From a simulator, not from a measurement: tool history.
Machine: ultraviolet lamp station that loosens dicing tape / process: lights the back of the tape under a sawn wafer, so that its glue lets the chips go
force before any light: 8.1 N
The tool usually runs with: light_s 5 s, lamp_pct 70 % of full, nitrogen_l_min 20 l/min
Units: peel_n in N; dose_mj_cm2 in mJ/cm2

run	hour	light_s	lamp_pct	nitrogen_l_min	peel_n	dose_mj_cm2
1	0	5	70	20	0.947	426
2	9.5	3	70	20	2.115	258
3	28.9	3	70	20	2.167	252
4	48	3	70	20	2.244	251
5	57.6	3	85	20	1.755	302
6	77.2	3	85	20	1.698	301
7	92.7	5	70	20	1.005	406
8	112.3	5	70	20	1.068	409
9	121.6	5	70	20	1.043	404
10	132.7	5	88	26	0.571	503

What does the tool deliver on the next run?
11	149.4	7	67	38	?	?

{"run 11": {"peel_n": 0.359, "dose_mj_cm2": 539}}
Minus the tool's unlogged condition, the same run would have read peel_n 0.27 N, dose_mj_cm2 614 mJ/cm2.
